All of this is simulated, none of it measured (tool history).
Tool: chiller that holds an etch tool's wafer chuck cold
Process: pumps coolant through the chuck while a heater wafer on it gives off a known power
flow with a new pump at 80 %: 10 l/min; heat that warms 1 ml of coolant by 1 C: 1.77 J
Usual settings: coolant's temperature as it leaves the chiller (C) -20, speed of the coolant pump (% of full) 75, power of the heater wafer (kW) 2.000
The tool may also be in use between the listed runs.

run	hour	coolant's temperature as it leaves the chiller (C)	speed of the coolant pump (% of full)	power of the heater wafer (kW)	chuck's temperature once it has settled (C)	how much warmer the coolant comes back (C)
1	0.0	-20	75	2.000	0.8	7.68
2	58.7	-20	75	2.000	0.8	7.71
3	144.5	-20	75	1.468	-4.8	5.65
4	196.9	-20	75	1.918	0.0	7.35
5	255.6	-16	75	2.000	5.0	7.66
6	370.5	-16	75	1.993	4.8	7.65
7	423.9	-19	75	2.000	1.8	7.75
8	542.8	-19	75	2.000	2.0	7.67
9	658.5	-19	75	2.000	1.8	7.74
10	740.5	-19	75	2.000	2.0	7.69
11	860.8	-28	98	1.346	-16.0	3.95
# hour 868.5: chiller's thermometer calibrated
12	982.5	-27	63	1.346	-11.4	6.26
# hour 1102.3: chiller's thermometer calibrated, once more
13	1102.3	-20	70	2.538	8.1	10.69
14	1206.3	-20	70	2.538	7.8	10.62
15	1310.5	-22	70	2.538	6.0	10.62
16	1384.5	-22	70	2.538	6.1	10.59
17	1459.1	-17	78	1.336	-3.2	5.02
18	1510.7	-15	75	1.275	-1.4	5.04
19	1583.6	-28	82	2.138	-6.5	7.66
20	1681.5	-28	82	2.138	-6.3	7.63

Some steps in chuck's temperature once it has settled (C) between neighbouring runs. How much of each would the tool show without its hidden state too (settings, what came in, random variation), and how much is left for the hidden state, with any gauge scatter that isn't in both results?
The hidden state here: heat passed by the chuck's channels, % of clean ones'; flow at a given pump speed, % of a new pump's; coolant's true temperature over the reading, C; drift of the gauge itself on chuck_c, C; drift of the gauge itself on warmer_back_c, C.
Run 10 -> 11: coolant's temperature as it leaves the chiller (C) -19 -> -28, speed of the coolant pump (% of full) 75 -> 98, power of the heater wafer (kW) 2.000 -> 1.346. chuck's temperature once it has settled (C) -18.0: hidden state -0.5, all else -17.5.
Run 12 -> 13: coolant's temperature as it leaves the chiller (C) -27 -> -20, speed of the coolant pump (% of full) 63 -> 70, power of the heater wafer (kW) 1.346 -> 2.538, chiller's thermometer calibrated, once more. chuck's temperature once it has settled (C) +19.5: hidden state +0.9, all else +18.6.
Run 16 -> 17: coolant's temperature as it leaves the chiller (C) -22 -> -17, speed of the coolant pump (% of full) 70 -> 78, power of the heater wafer (kW) 2.538 -> 1.336. chuck's temperature once it has settled (C) -9.3: hidden state -0.9, all else -8.4.

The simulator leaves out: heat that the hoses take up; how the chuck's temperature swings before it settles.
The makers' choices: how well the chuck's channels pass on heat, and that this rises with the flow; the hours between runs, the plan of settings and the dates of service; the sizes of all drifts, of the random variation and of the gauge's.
